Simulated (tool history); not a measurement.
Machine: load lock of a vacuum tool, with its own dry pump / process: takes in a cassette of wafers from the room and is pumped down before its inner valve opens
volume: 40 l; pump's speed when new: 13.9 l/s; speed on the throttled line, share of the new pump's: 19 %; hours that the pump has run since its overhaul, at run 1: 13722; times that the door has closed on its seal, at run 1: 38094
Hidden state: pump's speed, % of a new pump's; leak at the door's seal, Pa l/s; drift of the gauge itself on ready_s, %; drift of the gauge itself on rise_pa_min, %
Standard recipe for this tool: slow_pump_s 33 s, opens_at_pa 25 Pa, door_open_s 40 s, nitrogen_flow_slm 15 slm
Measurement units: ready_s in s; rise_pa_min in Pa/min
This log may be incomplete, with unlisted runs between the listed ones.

run	hour	slow_pump_s	opens_at_pa	door_open_s	nitrogen_flow_slm	hours that the pump has run since its overhaul	times that the door has closed on its seal	incoming humidity of the room's air, %	ready_s	rise_pa_min
1	0	33	25	40	15	13722	38094	43.7	51.9	0.211
2	374.9	33	25	40	15	14097	39013	47	51.7	0.228
3	870	33	31	40	15	14592	40226	41.6	51.9	0.235
4	1300.7	33	25	40	15	15023	41282	43.1	51.8	0.243
5	1663.4	33	25	40	4	15385	42172	42	52.4	0.258
6	1955.2	33	28	40	15	15677	42887	45.3	51.8	0.255
7	2499	30	23	110	9	16221	44220	43.6	50.2	0.277
8	3012.6	30	23	124	4	16734	45479	43.7	50.2	0.305
9	3458.4	33	39	76	28	17180	46572	46.8	50.8	0.279
10	3865.1	33	39	76	28	17587	47570	43.1	51	0.297
11	4366.6	31	20	135	9	18088	48799	46.2	51.8	0.323

Consider 3 possible next runs. They are alternatives, not a sequence: every one starts from the tool as it was left by run 11. What does each give?
A	4846.6	32	25	210	15	18568	49976	44.8	?	?
B	4846.6	47	36	98	9	18568	49976	45.2	?	?
C	4846.6	46	25	40	15	18568	49976	46.4	?	?

run	ready_s	rise_pa_min
A	52	0.331
B	63.2	0.334
C	63.3	0.316
Had the tool no hidden state, the same runs would have come out as:
run	ready_s	rise_pa_min
A	50.3	0.046
B	61.8	0.042
C	61.8	0.024
